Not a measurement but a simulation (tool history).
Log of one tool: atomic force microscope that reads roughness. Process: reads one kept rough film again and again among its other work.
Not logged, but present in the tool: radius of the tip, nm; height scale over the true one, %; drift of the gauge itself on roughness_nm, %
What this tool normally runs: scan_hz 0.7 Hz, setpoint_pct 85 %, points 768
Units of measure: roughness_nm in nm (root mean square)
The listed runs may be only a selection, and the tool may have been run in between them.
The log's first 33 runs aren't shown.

run	hour	scan_hz	setpoint_pct	points	pictures with this tip	hours of work since the height scale was calibrated	roughness_nm
34	1182	1.123	75	939	191	43	3.567
# hour 1201.7: new tip fitted
35	1222.5	3.474	56	358	31	66	4.033
36	1261.4	3.474	56	358	89	87	3.839
37	1301.5	0.844	61	480	149	110	3.802
# hour 1306.4: height scale calibrated on a step standard, once more
38	1332.2	0.844	61	368	193	14	3.638
# hour 1351.2: new tip fitted
39	1357.2	0.844	63	322	9	28	4.236
40	1380.5	0.844	63	322	44	41	4.083
41	1419.3	0.844	63	322	101	63	3.842
42	1449.2	0.844	63	322	145	79	3.74
43	1495.8	0.844	63	322	215	105	3.559
# hour 1500.5: new tip fitted
44	1533.9	0.767	56	768	49	126	4.194
45	1565.1	0.767	86	768	96	144	3.767
46	1602.8	0.554	78	304	152	165	3.717
47	1631.9	0.554	78	304	195	181	3.546
# hour 1648.5: new tip fitted
48	1669.8	0.736	67	304	31	202	4.179
49	1713.6	0.863	57	334	96	226	3.945
50	1736	0.863	57	334	129	239	3.847
51	1772.8	1.495	76	862	184	259	3.429

Predict the results of run 52:
# hour 1797.7: new tip fitted
52	1797.7	1.495	76	862	0	273	?

roughness_nm: 4.06 nm (root mean square)
With no hidden state in the tool, this same run would have given roughness_nm 4.064 nm (root mean square).
